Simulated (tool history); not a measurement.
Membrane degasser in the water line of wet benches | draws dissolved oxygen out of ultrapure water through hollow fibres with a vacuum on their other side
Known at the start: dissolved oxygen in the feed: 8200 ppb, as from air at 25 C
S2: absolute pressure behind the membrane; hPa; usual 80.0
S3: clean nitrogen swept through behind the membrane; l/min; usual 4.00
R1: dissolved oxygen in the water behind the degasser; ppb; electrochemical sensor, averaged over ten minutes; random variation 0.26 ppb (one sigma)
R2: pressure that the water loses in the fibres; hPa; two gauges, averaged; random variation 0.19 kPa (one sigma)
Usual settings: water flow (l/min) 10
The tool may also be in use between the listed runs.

run 1 hour=0.0 | water_flow_(l/min)=10 S2=80.0 S3=4.00 | R1=32.9 R2=386.6
run 2 hour=122.2 | water_flow_(l/min)=10 S2=80.0 S3=4.00 | R1=33.5 R2=391.5
run 3 hour=351.7 | water_flow_(l/min)=10 S2=85.9 S3=4.00 | R1=36.6 R2=388.5
run 4 hour=535.2 | water_flow_(l/min)=10 S2=85.9 S3=4.00 | R1=36.7 R2=391.8
run 5 hour=676.0 | water_flow_(l/min)=10 S2=85.9 S3=4.00 | R1=36.7 R2=393.6
run 6 hour=897.8 | water_flow_(l/min)=10 S2=80.0 S3=4.00 | R1=33.0 R2=393.8
run 7 hour=1011.9 | water_flow_(l/min)=10 S2=80.0 S3=4.00 | R1=33.1 R2=393.5
run 8 hour=1218.9 | water_flow_(l/min)=10 S2=80.0 S3=4.00 | R1=33.2 R2=393.2
run 9 hour=1336.3 | water_flow_(l/min)=10 S2=80.0 S3=4.00 | R1=33.1 R2=395.3
run 10 hour=1454.8 | water_flow_(l/min)=10 S2=80.0 S3=4.00 | R1=32.8 R2=398.1
run 11 hour=1606.7 | water_flow_(l/min)=10 S2=72.5 S3=4.00 | R1=28.2 R2=397.5
run 12 hour=1847.2 | water_flow_(l/min)=10 S2=72.5 S3=4.00 | R1=28.6 R2=398.0
run 13 hour=2028.6 | water_flow_(l/min)=10 S2=109.4 S3=9.85 | R1=22.9 R2=398.9
run 14 hour=2183.0 | water_flow_(l/min)=10 S2=109.4 S3=9.85 | R1=22.8 R2=398.4
-- hour=2281.5 gauge calibrated
run 15 hour=2379.9 | water_flow_(l/min)=10 S2=109.4 S3=9.85 | R1=23.2 R2=387.3
run 16 hour=2575.3 | water_flow_(l/min)=10 S2=109.4 S3=9.85 | R1=23.3 R2=391.8
run 17 hour=2691.3 | water_flow_(l/min)=14 S2=198.1 S3=1.65 | R1=340.6 R2=546.5
run 18 hour=2793.9 | water_flow_(l/min)=15 S2=80.0 S3=4.00 | R1=67.9 R2=590.1
run 19 hour=3008.2 | water_flow_(l/min)=15 S2=80.0 S3=4.00 | R1=66.9 R2=588.7
run 20 hour=3191.7 | water_flow_(l/min)=15 S2=80.0 S3=4.00 | R1=67.4 R2=589.6
-- hour=3211.5 vacuum gauge calibrated
run 21 hour=3421.1 | water_flow_(l/min)=6 S2=153.8 S3=10.74 | R1=17.0 R2=239.4
run 22 hour=3554.3 | water_flow_(l/min)=15 S2=101.2 S3=10.74 | R1=48.0 R2=591.4
run 23 hour=3662.0 | water_flow_(l/min)=7 S2=101.2 S3=8.14 | R1=15.1 R2=279.5

Forecast each of these 3 alternatives for the next run:
run A hour=3899.7 | water_flow_(l/min)=7 S2=101.2 S3=5.55 | R1=? R2=?
run B hour=3899.7 | water_flow_(l/min)=7 S2=101.2 S3=3.22 | R1=? R2=?
run C hour=3899.7 | water_flow_(l/min)=14 S2=69.7 S3=8.14 | R1=? R2=?

run=A R1=22.6 R2=279.1
run=B R1=37.9 R2=278.5
run=C R1=33.6 R2=555.0
Without the tool's hidden state the same runs would have given:
run=A R1=22.6 R2=273.7
run=B R1=37.8 R2=273.1
run=C R1=33.5 R2=544.3
